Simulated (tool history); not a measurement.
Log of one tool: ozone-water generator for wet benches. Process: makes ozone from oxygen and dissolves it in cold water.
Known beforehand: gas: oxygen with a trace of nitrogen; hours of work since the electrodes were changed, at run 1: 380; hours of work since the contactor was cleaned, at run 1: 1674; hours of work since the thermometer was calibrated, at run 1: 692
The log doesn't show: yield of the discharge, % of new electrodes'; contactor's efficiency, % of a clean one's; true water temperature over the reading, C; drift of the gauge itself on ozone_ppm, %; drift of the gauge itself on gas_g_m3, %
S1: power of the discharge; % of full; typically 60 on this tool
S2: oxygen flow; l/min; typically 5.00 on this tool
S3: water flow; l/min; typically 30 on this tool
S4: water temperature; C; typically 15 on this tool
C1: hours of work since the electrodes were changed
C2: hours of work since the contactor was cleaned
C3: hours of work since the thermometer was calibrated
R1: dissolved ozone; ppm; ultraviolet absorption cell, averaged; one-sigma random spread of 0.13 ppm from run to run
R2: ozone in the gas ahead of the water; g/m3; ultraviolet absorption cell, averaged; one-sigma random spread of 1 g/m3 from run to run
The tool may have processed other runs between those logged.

Run 1, hour 0.0: usual settings; C1 380; C2 1674; C3 692. Result: R1 13.4 ppm, R2 175.7 g/m3.
Run 2, hour 34.9: usual settings; C1 410; C2 1704; C3 721. Result: R1 13.4 ppm, R2 172.7 g/m3.
Run 3, hour 70.8: usual settings; C1 440; C2 1734; C3 752. Result: R1 13.3 ppm, R2 174.3 g/m3.
Run 4, hour 104.5: usual settings; C1 469; C2 1763; C3 780. Result: R1 13.2 ppm, R2 175.3 g/m3.
Run 5, hour 121.3: usual settings but S4 16 C; C1 483; C2 1777; C3 794. Result: R1 13.2 ppm, R2 174.9 g/m3.
Run 6, hour 151.8: usual settings; C1 509; C2 1803; C3 820. Result: R1 13.2 ppm, R2 175.0 g/m3.
Run 7, hour 171.7: usual settings; C1 526; C2 1820; C3 837. Result: R1 13.4 ppm, R2 174.9 g/m3.
Run 8, hour 204.8: usual settings but S4 16 C; C1 554; C2 1848; C3 865. Result: R1 13.2 ppm, R2 172.6 g/m3.
Run 9, hour 230.1: usual settings but S4 16 C; C1 575; C2 1869; C3 886. Result: R1 13.1 ppm, R2 172.6 g/m3.
Run 10, hour 259.2: usual settings but S4 16 C; C1 600; C2 1894; C3 911. Result: R1 13.3 ppm, R2 175.2 g/m3.
At hour 263.3: water thermometer calibrated.
Run 11, hour 278.3: usual settings but S4 16 C; C1 616; C2 1909; C3 13. Result: R1 13.1 ppm, R2 174.0 g/m3.
Run 12, hour 317.3: usual settings but S1 78 % of full, S4 16 C; C1 649; C2 1942; C3 46. Result: R1 16.5 ppm, R2 220.3 g/m3.
Run 13, hour 340.4: usual settings but S1 78 % of full, S4 16 C; C1 668; C2 1962; C3 65. Result: R1 16.5 ppm, R2 217.7 g/m3.
At hour 360.6: water thermometer calibrated, once more.
Run 14, hour 375.3: usual settings but S1 78 % of full, S4 16 C; C1 697; C2 1991; C3 12. Result: R1 16.7 ppm, R2 219.8 g/m3.
Run 15, hour 411.1: usual settings but S4 13 C; C1 728; C2 2021; C3 43. Result: R1 13.8 ppm, R2 174.9 g/m3.
Run 16, hour 430.5: usual settings but S4 18 C; C1 744; C2 2038; C3 59. Result: R1 13.0 ppm, R2 174.6 g/m3.
Run 17, hour 459.2: usual settings but S1 70 % of full, S2 4.61 l/min, S3 19 l/min, S4 18 C; C1 768; C2 2062; C3 83. Result: R1 20.5 ppm, R2 206.4 g/m3.
Run 18, hour 496.2: usual settings but S2 6.14 l/min, S3 18 l/min; C1 800; C2 2094; C3 115. Result: R1 20.7 ppm, R2 160.9 g/m3.
Run 19, hour 534.8: usual settings but S2 4.09 l/min, S3 33 l/min; C1 832; C2 2126; C3 148. Result: R1 11.2 ppm, R2 189.5 g/m3.
Run 20, hour 559.1: usual settings but S1 40 % of full, S3 44 l/min, S4 7 C; C1 853; C2 2147; C3 168. Result: R1 6.9 ppm, R2 121.8 g/m3.
Run 21, hour 580.5: usual settings but S1 73 % of full, S2 5.91 l/min; C1 871; C2 2165; C3 186. Result: R1 16.6 ppm, R2 193.6 g/m3.
Run 22, hour 604.3: usual settings but S1 73 % of full, S2 5.91 l/min; C1 891; C2 2185; C3 206. Result: R1 16.5 ppm, R2 192.9 g/m3.
Run 23, hour 632.2: usual settings but S1 54 % of full, S2 3.36 l/min; C1 915; C2 2209; C3 230. Result: R1 10.5 ppm, R2 186.5 g/m3.
Run 24, hour 662.9: usual settings but S3 21 l/min; C1 941; C2 2235; C3 256. Result: R1 17.7 ppm, R2 173.4 g/m3.
Run 25, hour 689.4: usual settings but S1 54 % of full, S3 21 l/min, S4 18 C; C1 963; C2 2257; C3 278. Result: R1 15.6 ppm, R2 156.9 g/m3.
Run 26, hour 722.2: usual settings but S1 54 % of full, S3 21 l/min, S4 18 C; C1 991; C2 2285; C3 306. Result: R1 15.4 ppm, R2 158.3 g/m3.
Run 27, hour 743.5: usual settings but S1 54 % of full, S3 21 l/min, S4 18 C; C1 1009; C2 2303; C3 324. Result: R1 15.5 ppm, R2 157.7 g/m3.
Run 28, hour 766.9: usual settings but S2 2.54 l/min, S4 12 C; C1 1029; C2 2323; C3 344. Result: R1 10.6 ppm, R2 226.3 g/m3.
Run 29, hour 799.9: usual settings but S2 5.20 l/min, S3 38 l/min, S4 13 C; C1 1057; C2 2351; C3 372. Result: R1 10.7 ppm, R2 170.9 g/m3.
Run 30, hour 830.7: usual settings but S2 6.22 l/min; C1 1083; C2 2377; C3 398. Result: R1 14.1 ppm, R2 159.7 g/m3.
Run 31, hour 857.8: usual settings but S2 6.22 l/min; C1 1106; C2 2400; C3 421. Result: R1 13.9 ppm, R2 158.0 g/m3.
Run 32, hour 894.7: usual settings but S2 6.22 l/min; C1 1137; C2 2431; C3 452. Result: R1 14.0 ppm, R2 158.6 g/m3.

What if the next run were any one of these 5? Each begins from the tool's condition after run 32:
Run A, hour 932.0: usual settings but S2 6.22 l/min, S3 22 l/min; C1 1169; C2 2462; C3 484. Result: R1 ?, R2 ?.
Run B, hour 932.0: usual settings but S2 7.45 l/min, S4 8 C; C1 1169; C2 2462; C3 484. Result: R1 ?, R2 ?.
Run C, hour 932.0: usual settings but S1 72 % of full, S2 6.22 l/min, S3 42 l/min, S4 10 C; C1 1169; C2 2462; C3 484. Result: R1 ?, R2 ?.
Run D, hour 932.0: usual settings but S2 6.22 l/min, S3 47 l/min; C1 1169; C2 2462; C3 484. Result: R1 ?, R2 ?.
Run E, hour 932.0: usual settings but S2 4.01 l/min, S3 43 l/min; C1 1169; C2 2462; C3 484. Result: R1 ?, R2 ?.

run    R1     R2
  A  17.6  158.9
  B  15.8  148.2
  C  12.6  185.6
  D   9.4  158.0
  E   8.6  189.4
Stripped of hidden state, with their random variation kept, the same runs would have yielded:
run    R1     R2
  A  18.5  163.3
  B  16.7  152.3
  C  13.4  191.6
  D   9.9  162.4
  E   9.0  194.6
